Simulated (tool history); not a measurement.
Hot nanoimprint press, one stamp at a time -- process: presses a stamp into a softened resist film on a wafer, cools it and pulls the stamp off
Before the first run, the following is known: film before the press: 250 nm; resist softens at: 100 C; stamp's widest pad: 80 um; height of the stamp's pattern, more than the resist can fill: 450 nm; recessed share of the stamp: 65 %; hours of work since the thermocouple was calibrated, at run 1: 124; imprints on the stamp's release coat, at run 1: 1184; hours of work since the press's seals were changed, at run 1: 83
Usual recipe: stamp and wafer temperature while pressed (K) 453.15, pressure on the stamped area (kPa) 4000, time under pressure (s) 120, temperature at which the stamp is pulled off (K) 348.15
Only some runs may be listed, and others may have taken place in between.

run,hour,stamp and wafer temperature while pressed (K),pressure on the stamped area (kPa),time under pressure (s),temperature at which the stamp is pulled off (K),hours of work since the thermocouple was calibrated,imprints on the stamp's release coat,hours of work since the press's seals were changed,resist left under the stamp's widest pad (nm),greatest force while the stamp is pulled off (N)
1,0.0,453.15,4000,120,348.15,124,1184,83,92.2,237
2,6.9,453.15,4000,120,348.15,128,1195,86,93.8,246
3,16.3,453.15,4000,120,348.15,133,1210,91,93.3,241
4,20.6,453.15,4000,120,348.15,135,1217,94,92.9,232
5,27.4,453.15,4000,120,348.15,139,1228,97,93.1,240
6,33.1,453.15,4000,154,348.15,142,1237,100,86.7,247
7,37.2,453.15,4000,154,348.15,144,1244,103,85.4,247
8,42.0,453.15,4000,87,348.15,147,1251,105,104.0,247
9,51.4,453.15,4000,87,348.15,152,1266,110,104.1,245
10,56.5,453.15,4000,120,348.15,154,1275,113,93.3,233
11,61.6,453.15,4000,120,348.15,157,1283,116,93.9,251
12,70.0,453.15,3860,120,348.15,162,1296,120,95.0,243
13,74.3,453.15,3860,120,348.15,164,1303,122,95.0,238
14,83.7,453.15,3860,120,348.15,169,1318,127,95.2,235
15,93.1,453.15,3860,120,348.15,174,1333,132,94.2,246
16,102.1,453.15,3860,120,348.15,179,1347,137,95.3,239
17,110.1,453.15,3860,120,348.15,183,1360,141,94.7,249
18,114.7,453.15,2800,108,344.15,185,1368,144,118.5,249
19,118.7,457.15,4170,120,348.15,187,1374,146,78.6,255
20,126.1,453.15,4000,102,348.15,191,1386,150,98.5,244
21,134.1,453.15,5750,120,348.15,196,1399,154,73.2,249
22,142.5,459.15,3050,159,348.15,200,1412,159,81.2,254
23,150.6,459.15,3050,159,348.15,204,1425,163,81.0,250
24,156.7,459.15,3050,159,348.15,208,1435,166,80.6,246
25,161.1,447.15,2660,177,348.15,210,1442,168,126.2,245
26,167.4,441.15,6000,131,336.15,213,1452,172,111.1,273
27,175.1,453.15,2410,167,348.15,217,1464,176,112.3,248

Alternative continuations, all from the tool just after run 27; predict every row:
A,182.5,453.15,2760,167,348.15,221,1476,180,?,?
B,182.5,453.15,4980,111,355.15,221,1476,180,?,?
C,182.5,450.15,4610,124,348.15,221,1476,180,?,?

run,resist left under the stamp's widest pad (nm),greatest force while the stamp is pulled off (N)
A,103.2,248
B,84.1,246
C,93.1,249
Take away the tool's hidden state, keep each run's random variation, and the runs would have read:
run,resist left under the stamp's widest pad (nm),greatest force while the stamp is pulled off (N)
A,104.6,203
B,84.9,201
C,94.1,203

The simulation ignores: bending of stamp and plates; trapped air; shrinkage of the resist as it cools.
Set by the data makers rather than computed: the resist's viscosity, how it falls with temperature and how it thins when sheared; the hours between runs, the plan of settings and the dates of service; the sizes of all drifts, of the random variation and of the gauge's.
